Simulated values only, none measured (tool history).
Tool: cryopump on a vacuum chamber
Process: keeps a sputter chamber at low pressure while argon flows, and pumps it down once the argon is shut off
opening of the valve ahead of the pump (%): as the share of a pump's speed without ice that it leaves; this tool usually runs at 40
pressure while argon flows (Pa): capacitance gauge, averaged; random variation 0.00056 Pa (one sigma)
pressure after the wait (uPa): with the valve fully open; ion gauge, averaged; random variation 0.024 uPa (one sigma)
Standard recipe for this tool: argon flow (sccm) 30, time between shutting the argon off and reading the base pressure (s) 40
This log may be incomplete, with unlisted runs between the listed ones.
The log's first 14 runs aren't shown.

run    hour  argon flow (sccm)  time between shutting the argon off and reading the base pressure (s)  opening of the valve ahead of the pump (%)  pressure while argon flows (Pa)  pressure after the wait (uPa)
 15  1360.3                 30                                                                     40                                          52                           0.0526                           1.06
 16  1482.2                 30                                                                     40                                          52                           0.0540                           1.15
     1536.2  -- pump warmed up, emptied and cooled again
 17  1587.5                 30                                                                     24                                          40                           0.0623                           1.56
 18  1660.1                 30                                                                     66                                          40                           0.0623                           0.84
 19  1722.5                 43                                                                    250                                          20                           0.1759                           0.49
 20  1799.0                 21                                                                     99                                          30                           0.0589                           0.70
 21  1852.5                 14                                                                     99                                          50                           0.0237                           0.71
 22  1967.2                 14                                                                     99                                          50                           0.0248                           0.74
 23  2088.6                 14                                                                     99                                          25                           0.0478                           0.84
     2213.6  -- pump warmed up, emptied and cooled again
 24  2213.6                 60                                                                     93                                          59                           0.0836                           0.79
 25  2331.9                 23                                                                    111                                          47                           0.0413                           0.71
 26  2414.5                 23                                                                    111                                          47                           0.0413                           0.79
 27  2523.6                 30                                                                     24                                          38                           0.0680                           1.77
 28  2629.6                 30                                                                     24                                          38                           0.0685                           1.81
 29  2708.9                 30                                                                     24                                          38                           0.0699                           1.91
 30  2770.2                 15                                                                     24                                          21                           0.0608                           1.82
 31  2882.5                 14                                                                     40                                          41                           0.0314                           1.47
     2893.5  -- pump warmed up, emptied and cooled again
 32  2985.6                 14                                                                     40                                          41                           0.0282                           1.35
 33  3047.0                 43                                                                     99                                          41                           0.0868                           0.94

What if the next run were any one of these 3? Each begins from the tool's condition after run 33:
  A  3115.5                 23                                                                     48                                          28                                ?                              ?
  B  3115.5                 30                                                                     27                                          26                                ?                              ?
  C  3115.5                 30                                                                    237                                          48                                ?                              ?

run  pressure while argon flows (Pa)  pressure after the wait (uPa)
  A                           0.0684                           1.24
  B                           0.0963                           1.76
  C                           0.0533                           0.80
Had the tool no hidden state, the same runs would have come out as:
run  pressure while argon flows (Pa)  pressure after the wait (uPa)
  A                           0.0662                           0.74
  B                           0.0936                           1.24
  C                           0.0506                           0.28
